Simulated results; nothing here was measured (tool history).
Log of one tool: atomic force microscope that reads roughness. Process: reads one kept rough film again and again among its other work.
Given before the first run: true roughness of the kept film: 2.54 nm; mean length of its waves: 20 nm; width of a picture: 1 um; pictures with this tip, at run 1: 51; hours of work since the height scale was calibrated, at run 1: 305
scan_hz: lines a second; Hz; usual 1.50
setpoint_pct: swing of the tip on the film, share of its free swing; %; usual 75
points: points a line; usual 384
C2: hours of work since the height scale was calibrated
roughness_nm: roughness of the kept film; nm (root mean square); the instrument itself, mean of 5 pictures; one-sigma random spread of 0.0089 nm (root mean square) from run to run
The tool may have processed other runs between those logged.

Run 1, hour 0.0: usual settings; pictures with this tip 51; C2 305. Result: roughness_nm 1.787 nm (root mean square).
Run 2, hour 11.6: usual settings; pictures with this tip 63; C2 314. Result: roughness_nm 1.748 nm (root mean square).
Run 3, hour 34.8: usual settings but points 257; pictures with this tip 88; C2 330. Result: roughness_nm 1.650 nm (root mean square).
Run 4, hour 56.7: usual settings but points 257; pictures with this tip 111; C2 345. Result: roughness_nm 1.611 nm (root mean square).
Run 5, hour 81.8: usual settings but points 257; pictures with this tip 137; C2 362. Result: roughness_nm 1.529 nm (root mean square).
At hour 101.7: new tip fitted.
Run 6, hour 106.9: usual settings but points 257; pictures with this tip 5; C2 379. Result: roughness_nm 1.913 nm (root mean square).
Run 7, hour 119.8: usual settings but points 268; pictures with this tip 19; C2 388. Result: roughness_nm 1.850 nm (root mean square).
Run 8, hour 144.6: usual settings but points 601; pictures with this tip 45; C2 405. Result: roughness_nm 1.850 nm (root mean square).
Run 9, hour 165.0: usual settings but points 601; pictures with this tip 66; C2 420. Result: roughness_nm 1.787 nm (root mean square).
Run 10, hour 185.5: usual settings; pictures with this tip 88; C2 434. Result: roughness_nm 1.720 nm (root mean square).
Run 11, hour 208.1: usual settings; pictures with this tip 112; C2 449. Result: roughness_nm 1.649 nm (root mean square).
Run 12, hour 236.4: usual settings but scan_hz 1.41 Hz; pictures with this tip 142; C2 469. Result: roughness_nm 1.588 nm (root mean square).
At hour 253.7: new tip fitted.
Run 13, hour 257.1: usual settings but scan_hz 1.41 Hz; pictures with this tip 4; C2 483. Result: roughness_nm 1.968 nm (root mean square).
Run 14, hour 271.2: usual settings but scan_hz 1.41 Hz; pictures with this tip 19; C2 493. Result: roughness_nm 1.913 nm (root mean square).
Run 15, hour 285.5: usual settings but setpoint_pct 85 %, points 422; pictures with this tip 34; C2 503. Result: roughness_nm 1.796 nm (root mean square).
Run 16, hour 302.1: usual settings but scan_hz 3.49 Hz, setpoint_pct 64 %, points 422; pictures with this tip 51; C2 514. Result: roughness_nm 1.809 nm (root mean square).
Run 17, hour 320.9: usual settings but scan_hz 1.99 Hz, setpoint_pct 61 %; pictures with this tip 71; C2 527. Result: roughness_nm 1.817 nm (root mean square).
Run 18, hour 336.2: usual settings but scan_hz 1.99 Hz, setpoint_pct 61 %; pictures with this tip 87; C2 538. Result: roughness_nm 1.746 nm (root mean square).
Run 19, hour 349.3: usual settings but scan_hz 1.99 Hz, setpoint_pct 61 %; pictures with this tip 101; C2 547. Result: roughness_nm 1.737 nm (root mean square).
Run 20, hour 373.0: usual settings but scan_hz 2.10 Hz, setpoint_pct 76 %, points 671; pictures with this tip 126; C2 563. Result: roughness_nm 1.584 nm (root mean square).
Run 21, hour 400.5: usual settings but scan_hz 3.55 Hz, setpoint_pct 77 %, points 671; pictures with this tip 155; C2 583. Result: roughness_nm 1.421 nm (root mean square).
At hour 405.6: new tip fitted.
Run 22, hour 427.6: usual settings but points 560; pictures with this tip 23; C2 601. Result: roughness_nm 1.919 nm (root mean square).
Run 23, hour 441.7: usual settings but scan_hz 0.66 Hz, setpoint_pct 87 %, points 511; pictures with this tip 38; C2 611. Result: roughness_nm 1.886 nm (root mean square).
Run 24, hour 464.5: usual settings but setpoint_pct 61 %, points 956; pictures with this tip 62; C2 627. Result: roughness_nm 1.850 nm (root mean square).
Run 25, hour 476.1: usual settings but scan_hz 3.73 Hz, setpoint_pct 61 %, points 333; pictures with this tip 74; C2 635. Result: roughness_nm 1.741 nm (root mean square).

Across each entry between runs, compare the hidden state at the last listed run before it with the hidden state at the first listed run after it:
From run 5 to run 6: new tip fitted (hour 101.7)
  radius of the tip, nm: 19.8 -> 8.2; height scale over the true one, %: -0.12 -> -0.13
  measured less the result without the state, roughness_nm: -0.420 -> -0.052 nm (root mean square)
From run 12 to run 13: new tip fitted (hour 253.7)
  radius of the tip, nm: 19.3 -> 7.8
  measured less the result without the state, roughness_nm: -0.420 -> -0.037 nm (root mean square)
From run 21 to run 22: new tip fitted (hour 405.6)
  radius of the tip, nm: 20.5 -> 9.1; height scale over the true one, %: -0.25 -> -0.26
  measured less the result without the state, roughness_nm: -0.415 -> -0.089 nm (root mean square)

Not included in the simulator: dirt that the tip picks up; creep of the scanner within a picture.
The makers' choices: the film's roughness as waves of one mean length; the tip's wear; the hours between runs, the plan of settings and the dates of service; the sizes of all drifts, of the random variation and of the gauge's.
